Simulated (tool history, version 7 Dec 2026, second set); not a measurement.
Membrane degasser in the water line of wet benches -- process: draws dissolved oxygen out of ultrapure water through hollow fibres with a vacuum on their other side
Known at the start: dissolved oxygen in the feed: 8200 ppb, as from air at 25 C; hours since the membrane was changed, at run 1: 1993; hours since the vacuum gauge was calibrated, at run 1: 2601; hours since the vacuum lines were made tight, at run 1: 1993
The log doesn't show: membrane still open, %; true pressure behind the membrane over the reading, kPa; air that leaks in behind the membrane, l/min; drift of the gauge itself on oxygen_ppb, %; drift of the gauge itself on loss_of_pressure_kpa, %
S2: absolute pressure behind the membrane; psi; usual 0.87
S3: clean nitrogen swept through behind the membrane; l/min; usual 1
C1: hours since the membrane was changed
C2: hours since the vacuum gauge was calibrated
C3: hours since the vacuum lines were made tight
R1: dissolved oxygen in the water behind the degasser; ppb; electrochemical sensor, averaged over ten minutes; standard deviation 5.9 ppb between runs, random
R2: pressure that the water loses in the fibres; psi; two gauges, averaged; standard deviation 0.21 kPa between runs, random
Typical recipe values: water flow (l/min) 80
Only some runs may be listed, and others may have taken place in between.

run 1 hour=0 | water_flow_(l/min)=80 S2=0.87 S3=1 | C1=1993 C2=2601 C3=1993 | R1=617 R2=6.889
run 2 hour=59.4 | water_flow_(l/min)=80 S2=0.87 S3=1 | C1=2052 C2=2660 C3=2052 | R1=620.4 R2=6.966
run 3 hour=120.5 | water_flow_(l/min)=80 S2=0.87 S3=1 | C1=2114 C2=2721 C3=2114 | R1=609.3 R2=6.93
run 4 hour=174.7 | water_flow_(l/min)=80 S2=0.87 S3=1 | C1=2168 C2=2776 C3=2168 | R1=630.1 R2=6.94
run 5 hour=219.4 | water_flow_(l/min)=80 S2=0.87 S3=1 | C1=2212 C2=2820 C3=2212 | R1=620.9 R2=6.905
run 6 hour=279.2 | water_flow_(l/min)=57 S2=0.87 S3=1 | C1=2272 C2=2880 C3=2272 | R1=439 R2=4.936
run 7 hour=353 | water_flow_(l/min)=57 S2=0.87 S3=1 | C1=2346 C2=2954 C3=2346 | R1=440 R2=4.927
run 8 hour=423.9 | water_flow_(l/min)=80 S2=0.87 S3=1 | C1=2417 C2=3025 C3=2417 | R1=621.6 R2=6.915
run 9 hour=492.4 | water_flow_(l/min)=80 S2=0.87 S3=1 | C1=2485 C2=3093 C3=2485 | R1=615.4 R2=6.895
run 10 hour=522.6 | water_flow_(l/min)=80 S2=0.87 S3=1 | C1=2516 C2=3124 C3=2516 | R1=624.9 R2=6.899
run 11 hour=567.7 | water_flow_(l/min)=80 S2=0.87 S3=1 | C1=2561 C2=3169 C3=2561 | R1=610.5 R2=6.866
run 12 hour=619.6 | water_flow_(l/min)=80 S2=2.089 S3=1 | C1=2613 C2=3221 C3=2613 | R1=1539 R2=6.882
run 13 hour=667.9 | water_flow_(l/min)=80 S2=0.87 S3=1 | C1=2661 C2=3269 C3=2661 | R1=629.7 R2=6.937
run 14 hour=736 | water_flow_(l/min)=80 S2=0.87 S3=1 | C1=2729 C2=3337 C3=2729 | R1=626 R2=6.942
run 15 hour=772.2 | water_flow_(l/min)=80 S2=0.87 S3=1 | C1=2765 C2=3373 C3=2765 | R1=624 R2=6.936
run 16 hour=834.2 | water_flow_(l/min)=80 S2=0.87 S3=1 | C1=2827 C2=3435 C3=2827 | R1=621.5 R2=6.986
run 17 hour=891.6 | water_flow_(l/min)=80 S2=0.87 S3=1 | C1=2885 C2=3493 C3=2885 | R1=616.2 R2=6.988
run 18 hour=928.1 | water_flow_(l/min)=80 S2=0.645 S3=0.41 | C1=2921 C2=3529 C3=2921 | R1=537.8 R2=6.886
run 19 hour=1001 | water_flow_(l/min)=64 S2=1.053 S3=1 | C1=2994 C2=3602 C3=2994 | R1=624.6 R2=5.546
run 20 hour=1048.4 | water_flow_(l/min)=64 S2=1.053 S3=1 | C1=3041 C2=3649 C3=3041 | R1=628.2 R2=5.551
run 21 hour=1084.1 | water_flow_(l/min)=76 S2=1.111 S3=2.57 | C1=3077 C2=3685 C3=3077 | R1=515.3 R2=6.614
run 22 hour=1134.2 | water_flow_(l/min)=76 S2=1.111 S3=2.57 | C1=3127 C2=3735 C3=3127 | R1=511.3 R2=6.544
run 23 hour=1179.4 | water_flow_(l/min)=76 S2=1.111 S3=2.57 | C1=3172 C2=3780 C3=3172 | R1=523.6 R2=6.567
run 24 hour=1214.4 | water_flow_(l/min)=80 S2=0.87 S3=2.7 | C1=3207 C2=3815 C3=3207 | R1=441.2 R2=6.963
run 25 hour=1254.6 | water_flow_(l/min)=80 S2=0.87 S3=2.7 | C1=3248 C2=3856 C3=3248 | R1=439.4 R2=6.959
run 26 hour=1304.2 | water_flow_(l/min)=80 S2=0.975 S3=1.61 | C1=3297 C2=3905 C3=3297 | R1=589.9 R2=6.976
run 27 hour=1351.3 | water_flow_(l/min)=80 S2=1.276 S3=0.46 | C1=3344 C2=3952 C3=3344 | R1=1332.9 R2=6.997
run 28 hour=1412 | water_flow_(l/min)=80 S2=1.276 S3=0.46 | C1=3405 C2=4013 C3=3405 | R1=1297.1 R2=6.955
run 29 hour=1460.1 | water_flow_(l/min)=53 S2=0.526 S3=0.51 | C1=3453 C2=4061 C3=3453 | R1=215.7 R2=4.622
run 30 hour=1514.5 | water_flow_(l/min)=48 S2=1.682 S3=0.42 | C1=3508 C2=4115 C3=3508 | R1=1353.5 R2=4.147
run 31 hour=1561.8 | water_flow_(l/min)=75 S2=1.682 S3=1.72 | C1=3555 C2=4163 C3=3555 | R1=903.2 R2=6.521
run 32 hour=1620.8 | water_flow_(l/min)=49 S2=0.763 S3=1 | C1=3614 C2=4222 C3=3614 | R1=312.6 R2=4.223
run 33 hour=1656 | water_flow_(l/min)=58 S2=0.763 S3=0.51 | C1=3649 C2=4257 C3=3649 | R1=495 R2=5.036

A few steps of R1 between consecutive runs. Split each: what settings, incoming material and random variation would produce without the hidden state, and what is left over for the hidden state, along with gauge scatter present in only one of the two compared results (measured, and without hidden state):
Run 11 -> 12: S2 0.87 -> 2.089. R1 +928.5 ppb: hidden state -2.8, all else +931.3.
Run 18 -> 19: water flow (l/min) 80 -> 64, S2 0.645 -> 1.053, S3 0.41 -> 1. R1 +86.8 ppb: hidden state -8.1, all else +94.9.
Run 28 -> 29: water flow (l/min) 80 -> 53, S2 1.276 -> 0.526, S3 0.46 -> 0.51. R1 -1081.4 ppb: hidden state -1.7, all else -1079.7.
Run 29 -> 30: water flow (l/min) 53 -> 48, S2 0.526 -> 1.682, S3 0.51 -> 0.42. R1 +1137.8 ppb: hidden state -6.3, all else +1144.1.
Run 32 -> 33: water flow (l/min) 49 -> 58, S3 1 -> 0.51. R1 +182.4 ppb: hidden state +5.6, all else +176.8.
